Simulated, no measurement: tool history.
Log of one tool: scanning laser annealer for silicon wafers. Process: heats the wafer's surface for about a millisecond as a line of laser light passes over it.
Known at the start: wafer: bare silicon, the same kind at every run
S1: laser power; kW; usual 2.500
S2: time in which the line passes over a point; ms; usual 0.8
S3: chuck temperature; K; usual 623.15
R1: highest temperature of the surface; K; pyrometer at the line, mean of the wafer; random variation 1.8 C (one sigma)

Run 1, hour 0.0: usual settings. Result: R1 1309.15 K.
Run 2, hour 31.4: usual settings. Result: R1 1306.15 K.
Run 3, hour 49.1: usual settings. Result: R1 1306.15 K.
Run 4, hour 80.5: usual settings. Result: R1 1307.15 K.
Run 5, hour 105.7: usual settings. Result: R1 1309.15 K.
Run 6, hour 132.5: usual settings. Result: R1 1302.15 K.

The next listed run, before its measurement:
At hour 136.3: window over the wafer cleaned.
Run 7, hour 162.5: usual settings. Result: R1 ?.

R1: 1283.15 K
Without the tool's hidden state the same run would have given R1 1325.15 K.
